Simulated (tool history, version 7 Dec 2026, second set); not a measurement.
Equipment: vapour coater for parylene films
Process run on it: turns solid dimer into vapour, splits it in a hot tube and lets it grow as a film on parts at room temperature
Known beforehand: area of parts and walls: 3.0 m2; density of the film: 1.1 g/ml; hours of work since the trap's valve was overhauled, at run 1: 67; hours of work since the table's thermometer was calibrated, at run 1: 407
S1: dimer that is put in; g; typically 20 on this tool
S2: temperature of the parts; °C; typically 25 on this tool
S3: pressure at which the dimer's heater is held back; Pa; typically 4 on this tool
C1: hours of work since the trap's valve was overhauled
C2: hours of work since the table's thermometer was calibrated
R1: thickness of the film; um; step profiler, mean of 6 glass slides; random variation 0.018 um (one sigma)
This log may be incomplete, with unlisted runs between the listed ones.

{"run": 1, "hour": 0.0, "S1": 20, "S2": 25, "S3": 4, "C1": 67, "C2": 407, "R1": 3.72}
{"run": 2, "hour": 25.0, "S1": 20, "S2": 25, "S3": 4, "C1": 80, "C2": 420, "R1": 3.74}
{"run": 3, "hour": 41.0, "S1": 20, "S2": 25, "S3": 4, "C1": 88, "C2": 429, "R1": 3.74}
{"run": 4, "hour": 60.5, "S1": 20, "S2": 25, "S3": 4, "C1": 99, "C2": 439, "R1": 3.69}
{"run": 5, "hour": 81.6, "S1": 20, "S2": 25, "S3": 4, "C1": 110, "C2": 450, "R1": 3.69}
{"run": 6, "hour": 108.1, "S1": 20, "S2": 25, "S3": 4, "C1": 124, "C2": 464, "R1": 3.71}
{"run": 7, "hour": 128.7, "S1": 20, "S2": 25, "S3": 4, "C1": 135, "C2": 475, "R1": 3.67}
{"run": 8, "hour": 140.9, "S1": 17, "S2": 23, "S3": 2.55, "C1": 141, "C2": 481, "R1": 3.67}
{"run": 9, "hour": 154.3, "S1": 8, "S2": 28, "S3": 9.3, "C1": 148, "C2": 488, "R1": 1.1}
{"hour": 160.5, "done": "trap's valve overhauled"}
{"run": 10, "hour": 172.0, "S1": 8, "S2": 28, "S3": 9.3, "C1": 6, "C2": 495, "R1": 1.1}
{"run": 11, "hour": 188.6, "S1": 34, "S2": 19, "S3": 4.49, "C1": 15, "C2": 504, "R1": 7.09}
{"run": 12, "hour": 215.2, "S1": 20, "S2": 27, "S3": 3.07, "C1": 29, "C2": 518, "R1": 3.64}
{"run": 13, "hour": 237.3, "S1": 29, "S2": 22, "S3": 2.56, "C1": 40, "C2": 530, "R1": 6.34}
{"run": 14, "hour": 255.1, "S1": 20, "S2": 20, "S3": 4, "C1": 50, "C2": 539, "R1": 4.14}

How would selected steps in R1 from run to run divide? Give the signed amount a tool lacking its hidden state would still show from settings, what came in and random variation, and the signed amount left for the hidden state, including any gauge scatter that is not in both of the compared results.
Hidden conditions of the tool in this case: vapour lost through the trap's worn valve, %; true temperature of the parts over the reading, C; drift of the gauge itself on film_um, %.
Run 10 -> 11: S1 8 -> 34, S2 28 -> 19, S3 9.3 -> 4.49. R1 +5.99 um: hidden state -0.23, all else +6.22.

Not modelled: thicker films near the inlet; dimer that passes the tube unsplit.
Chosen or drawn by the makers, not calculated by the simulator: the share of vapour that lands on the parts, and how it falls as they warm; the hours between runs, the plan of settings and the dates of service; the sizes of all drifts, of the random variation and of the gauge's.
